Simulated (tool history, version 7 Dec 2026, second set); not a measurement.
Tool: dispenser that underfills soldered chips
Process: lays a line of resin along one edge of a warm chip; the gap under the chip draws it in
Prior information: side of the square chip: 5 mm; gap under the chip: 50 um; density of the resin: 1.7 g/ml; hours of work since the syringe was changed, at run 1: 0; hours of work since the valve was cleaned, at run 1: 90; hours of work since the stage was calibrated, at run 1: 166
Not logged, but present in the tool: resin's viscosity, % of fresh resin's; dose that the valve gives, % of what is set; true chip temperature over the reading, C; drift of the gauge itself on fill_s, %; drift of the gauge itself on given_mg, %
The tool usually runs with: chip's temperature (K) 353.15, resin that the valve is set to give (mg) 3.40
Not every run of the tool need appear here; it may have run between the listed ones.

run,hour,chip's temperature (K),resin that the valve is set to give (mg),hours of work since the syringe was changed,hours of work since the valve was cleaned,hours of work since the stage was calibrated,time until the resin shows at the far edge (s),resin that the valve gave (mg)
1,0.0,353.15,3.40,0,90,166,28.4,3.27
2,5.6,353.15,3.40,4,94,170,35.8,3.29
3,13.1,353.15,3.40,9,99,175,46.2,3.26
# hour 16.5: new syringe of resin
4,22.6,354.15,3.40,4,105,181,34.2,3.24
5,27.3,353.15,3.34,7,108,184,42.9,3.18
# hour 33.2: new syringe of resin
6,36.6,353.15,3.34,2,114,190,31.2,3.19
7,47.7,353.15,3.34,10,121,197,48.7,3.20
# hour 50.4: new syringe of resin
8,57.5,353.15,3.34,5,128,204,37.3,3.17
9,62.7,348.15,3.40,8,131,207,59.2,3.22
# hour 65.2: dispensing valve cleaned and set on the balance
# hour 67.8: new syringe of resin
10,69.9,348.15,3.40,1,3,211,39.4,3.38
11,75.4,353.15,3.40,5,7,215,38.5,3.40
# hour 84.9: new syringe of resin
12,86.2,353.15,3.40,1,13,221,30.7,3.37
13,91.4,353.15,3.40,4,17,225,36.4,3.41
14,98.8,353.15,3.40,9,22,230,48.4,3.36
# hour 101.9: new syringe of resin
15,103.6,353.15,3.40,1,25,233,30.8,3.35
16,112.6,353.15,3.40,7,31,239,42.0,3.37
# hour 119.1: new syringe of resin
17,122.7,347.15,3.40,2,37,245,43.0,3.36
18,128.4,353.15,3.40,6,41,249,40.0,3.32
19,134.5,353.15,3.40,10,45,253,50.7,3.32
# hour 135.6: new syringe of resin
20,143.6,361.15,3.71,5,51,259,25.6,3.65
21,149.4,361.15,3.71,9,54,262,33.3,3.65
# hour 152.9: new syringe of resin
22,159.5,353.15,3.46,4,61,269,36.7,3.37
23,164.1,353.15,3.46,7,64,272,43.7,3.36
# hour 169.8: new syringe of resin
24,175.1,361.15,4.13,3,71,279,22.7,4.03
25,179.9,345.15,3.72,7,74,282,59.9,3.59
# hour 186.5: new syringe of resin
26,188.3,353.15,3.71,1,79,287,30.5,3.58
27,197.0,365.15,3.05,7,85,293,24.8,2.94
# hour 203.0: new syringe of resin
28,204.3,366.15,3.74,1,90,298,16.1,3.60
29,215.5,353.15,3.68,8,97,305,44.0,3.52
# hour 220.0: new syringe of resin
30,221.7,353.15,3.68,1,101,309,29.6,3.50
31,230.7,352.15,4.15,7,107,315,43.5,3.93
# hour 236.7: new syringe of resin
32,238.1,352.15,4.15,1,112,320,29.8,3.99
33,246.0,345.15,3.83,6,117,325,57.0,3.62
# hour 253.5: new syringe of resin
34,256.6,354.15,3.40,2,124,332,30.0,3.23
35,264.4,345.15,2.98,7,129,337,63.8,2.77
# hour 270.1: dispensing valve cleaned and set on the balance
# hour 271.4: new syringe of resin
36,276.8,345.15,2.98,4,4,344,50.6,3.02

4 ways to go on from here, each from the tool as it stands after run 36. What would each give?
A,284.9,357.15,3.40,9,10,349,?,?
B,284.9,349.15,3.38,9,10,349,?,?
C,284.9,353.15,3.03,9,10,349,?,?
D,284.9,344.15,3.40,9,10,349,?,?

run,time until the resin shows at the far edge (s),resin that the valve gave (mg)
A,36.7,3.40
B,55.4,3.39
C,46.4,3.00
D,68.8,3.37
The same runs, with their run-to-run variation unchanged, on a tool lacking any hidden condition would have given:
run,time until the resin shows at the far edge (s),resin that the valve gave (mg)
A,24.0,3.40
B,36.7,3.39
C,30.7,3.01
D,45.4,3.38
